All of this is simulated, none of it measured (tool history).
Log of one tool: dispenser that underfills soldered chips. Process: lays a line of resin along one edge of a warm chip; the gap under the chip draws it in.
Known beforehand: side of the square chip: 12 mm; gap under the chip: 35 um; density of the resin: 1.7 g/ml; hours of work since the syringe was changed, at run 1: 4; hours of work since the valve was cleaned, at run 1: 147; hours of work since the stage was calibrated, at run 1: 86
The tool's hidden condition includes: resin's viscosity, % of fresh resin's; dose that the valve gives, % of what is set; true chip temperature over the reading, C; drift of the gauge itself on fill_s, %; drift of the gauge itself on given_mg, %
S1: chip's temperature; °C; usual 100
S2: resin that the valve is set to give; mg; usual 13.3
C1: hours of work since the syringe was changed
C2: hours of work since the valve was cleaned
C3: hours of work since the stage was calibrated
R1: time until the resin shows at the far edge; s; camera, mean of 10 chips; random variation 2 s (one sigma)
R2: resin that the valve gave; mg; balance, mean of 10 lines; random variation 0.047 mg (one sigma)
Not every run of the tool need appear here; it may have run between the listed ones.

run    day   S1    S2  C1   C2   C3     R1     R2
  1      0  100  13.3   4  147   86  257.7  12.41
      0.15  -- dispensing valve cleaned and set on the balance
     0.238  -- new syringe of resin
  2  0.267  100  13.3   0    2   89  209.2  13.32
  3  0.488  100  13.3   4    5   93  264.1  13.26
     0.633  -- new syringe of resin
  4  0.667  100  13.3   1    8   96  211.5  13.31
  5  0.808  100  13.3   3   11   98  247.4  13.18
     1.029  -- new syringe of resin
  6   1.05   99  13.3   0   14  102  217.2  13.22
  7  1.179   99  13.3   3   17  104  245.8  13.18
  8  1.304  112  13.3   5   19  106  167.1  13.19
     1.433  -- new syringe of resin
  9  1.558  112  13.3   2   23  110  142.2  13.17
     1.833  -- new syringe of resin
 10  1.871  112  13.3   1   28  115  131.4  13.19
 11  2.004   97  14.7   3   30  117  278.4  14.59
     2.229  -- new syringe of resin
 12  2.267   85    17   1   34  122  397.9  16.74
 13  2.479   94  13.3   4   38  125  342.7  13.03
     2.633  -- new syringe of resin
 14  2.729   94  13.3   2   42  129  295.7  12.98
 15  2.862   91  13.3   4   44  131  386.9  12.96
     3.042  -- new syringe of resin
 16  3.146  103  13.7   2   48  136  204.2  13.34
     3.433  -- new syringe of resin
 17  3.433  103  13.7   0   53  140  180.5   13.3
 18  3.608  106    12   3   56  143  198.8  11.64
     3.838  -- new syringe of resin
 19  3.892  106    12   1   61  148  174.3  11.67
 20  4.167  109  14.2   5   65  152    208  13.86

Here are 5 independent what-if runs from the current tool condition. What would each one return?
     4.233  -- new syringe of resin
  A  4.4  105    14   3  69  156   ?   ?
     4.233  -- new syringe of resin
  B  4.4  100  14.8   3  69  156   ?   ?
     4.233  -- new syringe of resin
  C  4.4  109  16.8   3  69  156   ?   ?
     4.233  -- new syringe of resin
  D  4.4  109  13.2   3  69  156   ?   ?
     4.233  -- new syringe of resin
  E  4.4   93  11.4   3  69  156   ?   ?

run     R1     R2
  A  200.3  13.54
  B  243.7  14.28
  C  170.5  16.25
  D  171.3  12.87
  E  345.1  11.05
Take away the tool's hidden state, keep each run's random variation, and the runs would have read:
run     R1     R2
  A  159.3  13.99
  B  193.8  14.75
  C    136  16.79
  D  136.2   13.3
  E  272.1  11.42
